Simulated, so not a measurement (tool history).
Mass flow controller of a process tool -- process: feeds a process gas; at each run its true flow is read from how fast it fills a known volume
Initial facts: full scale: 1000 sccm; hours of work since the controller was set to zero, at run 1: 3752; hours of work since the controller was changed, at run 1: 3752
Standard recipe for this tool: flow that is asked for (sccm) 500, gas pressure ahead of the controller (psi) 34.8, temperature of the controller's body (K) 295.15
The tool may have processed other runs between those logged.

| run | hour | flow that is asked for (sccm) | gas pressure ahead of the controller (psi) | temperature of the controller's body (K) | hours of work since the controller was set to zero | hours of work since the controller was changed | true flow (%) |
|---|---|---|---|---|---|---|---|
| 1 | 0.0 | 500 | 34.8 | 295.15 | 3752 | 3752 | 102.39 |
| 2 | 450.6 | 500 | 34.8 | 295.15 | 4066 | 4066 | 102.62 |
| 3 | 967.0 | 500 | 34.8 | 295.15 | 4425 | 4425 | 102.97 |
| 4 | 1253.7 | 500 | 34.8 | 293.15 | 4624 | 4624 | 103.30 |
|  | 1430.7 | controller's zero set anew |
| 5 | 1771.1 | 500 | 34.8 | 295.15 | 237 | 4983 | 105.26 |
| 6 | 2215.5 | 516 | 34.8 | 295.15 | 546 | 5292 | 105.44 |
| 7 | 2461.3 | 500 | 34.8 | 295.15 | 716 | 5463 | 105.84 |
|  | 2813.2 | controller exchanged for a calibrated one |
|  | 2894.4 | controller's zero set anew, once more |
| 8 | 3034.1 | 500 | 34.8 | 295.15 | 97 | 153 | 99.17 |
| 9 | 3279.1 | 500 | 22.3 | 295.15 | 267 | 324 | 99.68 |
| 10 | 3676.3 | 736 | 34.8 | 295.15 | 544 | 600 | 99.85 |
| 11 | 4147.2 | 500 | 32.6 | 295.15 | 871 | 927 | 99.93 |
| 12 | 4520.1 | 494 | 32.6 | 295.15 | 1130 | 1186 | 100.06 |
| 13 | 4776.4 | 494 | 34.2 | 295.15 | 1308 | 1364 | 100.20 |
| 14 | 5325.2 | 500 | 34.8 | 310.15 | 1690 | 1746 | 99.79 |
| 15 | 5717.1 | 500 | 34.8 | 310.15 | 1962 | 2018 | 100.18 |
| 16 | 6308.5 | 500 | 34.8 | 310.15 | 2373 | 2430 | 100.52 |
| 17 | 6744.6 | 500 | 34.8 | 295.15 | 2677 | 2733 | 101.40 |
| 18 | 7031.0 | 500 | 22.9 | 295.15 | 2876 | 2932 | 101.97 |
| 19 | 7385.6 | 175 | 27.7 | 297.15 | 3122 | 3178 | 104.51 |
| 20 | 7656.7 | 418 | 28.9 | 295.15 | 3311 | 3367 | 102.30 |
| 21 | 8022.5 | 217 | 21.0 | 296.15 | 3565 | 3621 | 104.51 |
| 22 | 8521.9 | 186 | 21.0 | 296.15 | 3912 | 3968 | 106.02 |
| 23 | 8790.2 | 500 | 34.8 | 296.15 | 4099 | 4155 | 102.60 |
| 24 | 9211.2 | 414 | 34.8 | 295.15 | 4391 | 4447 | 103.35 |
|  | 9751.4 | controller's zero set anew |
| 25 | 9795.3 | 570 | 34.8 | 304.15 | 31 | 4853 | 100.49 |
| 26 | 10306.6 | 570 | 33.9 | 306.15 | 386 | 5208 | 100.77 |
| 27 | 10641.1 | 223 | 35.1 | 306.15 | 618 | 5441 | 100.62 |
|  | 11037.6 | controller exchanged for a calibrated one |
| 28 | 11239.4 | 223 | 35.1 | 306.15 | 140 | 140 | 98.19 |
| 29 | 11723.8 | 541 | 36.3 | 305.15 | 477 | 477 | 99.18 |
| 30 | 12282.0 | 198 | 23.2 | 306.15 | 865 | 865 | 99.84 |
| 31 | 12561.3 | 500 | 33.2 | 295.15 | 1059 | 1059 | 100.09 |
| 32 | 12890.2 | 500 | 33.2 | 295.15 | 1288 | 1288 | 100.24 |
| 33 | 13239.9 | 325 | 34.8 | 295.15 | 1531 | 1531 | 100.66 |
| 34 | 13499.0 | 325 | 34.8 | 295.15 | 1711 | 1711 | 100.82 |
| 35 | 13904.0 | 500 | 29.0 | 297.15 | 1993 | 1993 | 100.99 |
| 36 | 14154.8 | 259 | 25.2 | 295.15 | 2167 | 2167 | 102.02 |

What would each run have given without the hidden state, its run-to-run variation left as it was?
The hidden state here: flow at rest that the sensor doesn't see, % of full scale; true flow over the shown one, %; drift of the gauge itself on true_pct, %.
| run | true flow (%) |
|---|---|
| 1 | 98.86 |
| 2 | 98.81 |
| 3 | 98.85 |
| 4 | 98.99 |
| 5 | 98.83 |
| 6 | 98.88 |
| 7 | 98.97 |
| 8 | 98.95 |
| 9 | 99.31 |
| 10 | 99.35 |
| 11 | 99.03 |
| 12 | 98.92 |
| 13 | 98.91 |
| 14 | 98.16 |
| 15 | 98.31 |
| 16 | 98.26 |
| 17 | 98.87 |
| 18 | 99.26 |
| 19 | 98.25 |
| 20 | 98.83 |
| 21 | 98.55 |
| 22 | 98.62 |
| 23 | 98.80 |
| 24 | 98.74 |
| 25 | 98.69 |
| 26 | 98.69 |
| 27 | 97.81 |
| 28 | 97.72 |
| 29 | 98.54 |
| 30 | 98.10 |
| 31 | 98.91 |
| 32 | 98.84 |
| 33 | 98.58 |
| 34 | 98.54 |
| 35 | 98.94 |
| 36 | 98.65 |
